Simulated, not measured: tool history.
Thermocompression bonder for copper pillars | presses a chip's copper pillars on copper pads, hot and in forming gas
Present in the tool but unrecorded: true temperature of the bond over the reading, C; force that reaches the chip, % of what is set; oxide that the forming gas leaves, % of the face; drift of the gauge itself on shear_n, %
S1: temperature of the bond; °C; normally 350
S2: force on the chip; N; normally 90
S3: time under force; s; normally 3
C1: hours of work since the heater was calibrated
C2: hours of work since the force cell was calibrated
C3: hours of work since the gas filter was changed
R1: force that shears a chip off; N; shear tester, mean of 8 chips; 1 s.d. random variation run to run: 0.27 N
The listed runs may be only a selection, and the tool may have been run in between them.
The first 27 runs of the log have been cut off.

run 28 hour=280.1 | S1=338 S2=90 S3=3 | C1=557 C2=413 C3=150 | R1=48.3
run 29 hour=290.9 | S1=355 S2=90 S3=3 | C1=564 C2=420 C3=157 | R1=53.6
run 30 hour=301.8 | S1=355 S2=97 S3=3 | C1=571 C2=427 C3=164 | R1=55.4
run 31 hour=314.1 | S1=365 S2=74 S3=5 | C1=579 C2=435 C3=172 | R1=61.4
run 32 hour=324.8 | S1=365 S2=74 S3=5 | C1=586 C2=442 C3=179 | R1=61.3
run 33 hour=338.4 | S1=365 S2=74 S3=5 | C1=595 C2=451 C3=187 | R1=60.8
run 34 hour=345.1 | S1=350 S2=114 S3=2 | C1=599 C2=455 C3=192 | R1=49.8
run 35 hour=356.5 | S1=356 S2=82 S3=2 | C1=607 C2=463 C3=199 | R1=45.4
run 36 hour=370.7 | S1=350 S2=119 S3=2 | C1=616 C2=472 C3=208 | R1=51.2

Here are 3 independent what-if runs from the current tool condition. What would each one return?
run A hour=376.9 | S1=345 S2=62 S3=3 | C1=620 C2=476 C3=212 | R1=?
run B hour=376.9 | S1=350 S2=132 S3=3 | C1=620 C2=476 C3=212 | R1=?
run C hour=376.9 | S1=350 S2=79 S3=3 | C1=620 C2=476 C3=212 | R1=?

run=A R1=42.3
run=B R1=58.6
run=C R1=48.9
Without the tool's hidden state the same runs would have given:
run=A R1=45.2
run=B R1=62.4
run=C R1=52.2
